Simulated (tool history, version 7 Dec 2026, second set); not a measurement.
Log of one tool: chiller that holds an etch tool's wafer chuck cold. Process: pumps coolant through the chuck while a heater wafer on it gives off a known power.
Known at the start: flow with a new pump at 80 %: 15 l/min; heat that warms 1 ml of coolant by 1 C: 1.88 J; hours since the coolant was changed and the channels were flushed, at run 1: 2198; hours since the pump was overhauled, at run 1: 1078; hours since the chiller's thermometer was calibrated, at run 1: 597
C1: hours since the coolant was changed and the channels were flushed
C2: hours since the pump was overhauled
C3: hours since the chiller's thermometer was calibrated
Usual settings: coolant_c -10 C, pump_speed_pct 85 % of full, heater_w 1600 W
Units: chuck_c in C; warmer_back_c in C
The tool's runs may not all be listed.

run 1 hour=0.0 | coolant_c=-10 pump_speed_pct=85 heater_w=1600 | C1=2198 C2=1078 C3=597 | chuck_c=4.5 warmer_back_c=3.20
run 2 hour=20.6 | coolant_c=-13 pump_speed_pct=85 heater_w=1600 | C1=2219 C2=1098 C3=618 | chuck_c=1.3 warmer_back_c=3.15
run 3 hour=51.6 | coolant_c=-13 pump_speed_pct=85 heater_w=1600 | C1=2250 C2=1129 C3=649 | chuck_c=1.3 warmer_back_c=3.17
run 4 hour=89.0 | coolant_c=-7 pump_speed_pct=85 heater_w=1600 | C1=2287 C2=1166 C3=686 | chuck_c=7.3 warmer_back_c=3.15
run 5 hour=114.7 | coolant_c=-10 pump_speed_pct=85 heater_w=1600 | C1=2313 C2=1192 C3=712 | chuck_c=4.2 warmer_back_c=3.16
run 6 hour=149.3 | coolant_c=-10 pump_speed_pct=75 heater_w=1600 | C1=2348 C2=1227 C3=746 | chuck_c=5.2 warmer_back_c=3.49
run 7 hour=180.1 | coolant_c=-10 pump_speed_pct=85 heater_w=1600 | C1=2379 C2=1258 C3=777 | chuck_c=4.0 warmer_back_c=3.11
run 8 hour=203.6 | coolant_c=-10 pump_speed_pct=85 heater_w=1600 | C1=2402 C2=1281 C3=801 | chuck_c=4.3 warmer_back_c=3.08
run 9 hour=239.9 | coolant_c=-10 pump_speed_pct=85 heater_w=1600 | C1=2438 C2=1317 C3=837 | chuck_c=4.2 warmer_back_c=3.03
run 10 hour=277.9 | coolant_c=-10 pump_speed_pct=85 heater_w=1600 | C1=2476 C2=1355 C3=875 | chuck_c=4.4 warmer_back_c=3.04
run 11 hour=314.8 | coolant_c=-10 pump_speed_pct=85 heater_w=1600 | C1=2513 C2=1392 C3=912 | chuck_c=4.2 warmer_back_c=3.01
run 12 hour=334.4 | coolant_c=-4 pump_speed_pct=85 heater_w=1600 | C1=2533 C2=1412 C3=931 | chuck_c=10.1 warmer_back_c=2.98
run 13 hour=354.1 | coolant_c=-10 pump_speed_pct=85 heater_w=1600 | C1=2553 C2=1432 C3=951 | chuck_c=4.2 warmer_back_c=2.96
-- hour=389.3 gauge calibrated
run 14 hour=389.4 | coolant_c=-10 pump_speed_pct=85 heater_w=1600 | C1=2588 C2=1467 C3=986 | chuck_c=4.3 warmer_back_c=3.20
run 15 hour=414.8 | coolant_c=-7 pump_speed_pct=85 heater_w=2035 | C1=2613 C2=1492 C3=1012 | chuck_c=11.2 warmer_back_c=4.08
run 16 hour=434.7 | coolant_c=-11 pump_speed_pct=83 heater_w=2018 | C1=2633 C2=1512 C3=1032 | chuck_c=7.2 warmer_back_c=4.09
run 17 hour=460.0 | coolant_c=-18 pump_speed_pct=83 heater_w=1670 | C1=2658 C2=1537 C3=1057 | chuck_c=-3.1 warmer_back_c=3.39
run 18 hour=476.8 | coolant_c=-18 pump_speed_pct=68 heater_w=1842 | C1=2675 C2=1554 C3=1074 | chuck_c=0.3 warmer_back_c=4.52
run 19 hour=503.3 | coolant_c=-18 pump_speed_pct=68 heater_w=1842 | C1=2702 C2=1581 C3=1100 | chuck_c=0.4 warmer_back_c=4.49
run 20 hour=542.8 | coolant_c=-20 pump_speed_pct=81 heater_w=1842 | C1=2741 C2=1620 C3=1140 | chuck_c=-3.0 warmer_back_c=3.76
run 21 hour=561.3 | coolant_c=-12 pump_speed_pct=99 heater_w=902 | C1=2760 C2=1639 C3=1158 | chuck_c=-4.5 warmer_back_c=1.46
run 22 hour=588.5 | coolant_c=-18 pump_speed_pct=87 heater_w=902 | C1=2787 C2=1666 C3=1186 | chuck_c=-9.9 warmer_back_c=1.69
run 23 hour=607.8 | coolant_c=-18 pump_speed_pct=76 heater_w=902 | C1=2806 C2=1685 C3=1205 | chuck_c=-9.6 warmer_back_c=1.84
run 24 hour=641.1 | coolant_c=-18 pump_speed_pct=76 heater_w=902 | C1=2840 C2=1719 C3=1238 | chuck_c=-9.5 warmer_back_c=1.87
run 25 hour=668.0 | coolant_c=-18 pump_speed_pct=76 heater_w=902 | C1=2867 C2=1746 C3=1265 | chuck_c=-9.6 warmer_back_c=1.80
run 26 hour=707.2 | coolant_c=-18 pump_speed_pct=76 heater_w=902 | C1=2906 C2=1785 C3=1304 | chuck_c=-9.6 warmer_back_c=1.78

Forecast each of these 5 alternatives for the next run:
run A hour=724.2 | coolant_c=-9 pump_speed_pct=85 heater_w=1515 | C1=2923 C2=1802 C3=1321 | chuck_c=? warmer_back_c=?
run B hour=724.2 | coolant_c=-4 pump_speed_pct=85 heater_w=902 | C1=2923 C2=1802 C3=1321 | chuck_c=? warmer_back_c=?
run C hour=724.2 | coolant_c=-10 pump_speed_pct=69 heater_w=1600 | C1=2923 C2=1802 C3=1321 | chuck_c=? warmer_back_c=?
run D hour=724.2 | coolant_c=-10 pump_speed_pct=85 heater_w=1890 | C1=2923 C2=1802 C3=1321 | chuck_c=? warmer_back_c=?
run E hour=724.2 | coolant_c=-4 pump_speed_pct=67 heater_w=2182 | C1=2923 C2=1802 C3=1321 | chuck_c=? warmer_back_c=?

run=A chuck_c=4.5 warmer_back_c=2.81
run=B chuck_c=4.0 warmer_back_c=1.59
run=C chuck_c=5.9 warmer_back_c=3.72
run=D chuck_c=6.7 warmer_back_c=3.55
run=E chuck_c=17.7 warmer_back_c=5.25
Without the tool's hidden state the same runs would have given:
run=A chuck_c=4.5 warmer_back_c=3.04
run=B chuck_c=4.0 warmer_back_c=1.81
run=C chuck_c=5.8 warmer_back_c=3.95
run=D chuck_c=6.7 warmer_back_c=3.77
run=E chuck_c=17.7 warmer_back_c=5.47

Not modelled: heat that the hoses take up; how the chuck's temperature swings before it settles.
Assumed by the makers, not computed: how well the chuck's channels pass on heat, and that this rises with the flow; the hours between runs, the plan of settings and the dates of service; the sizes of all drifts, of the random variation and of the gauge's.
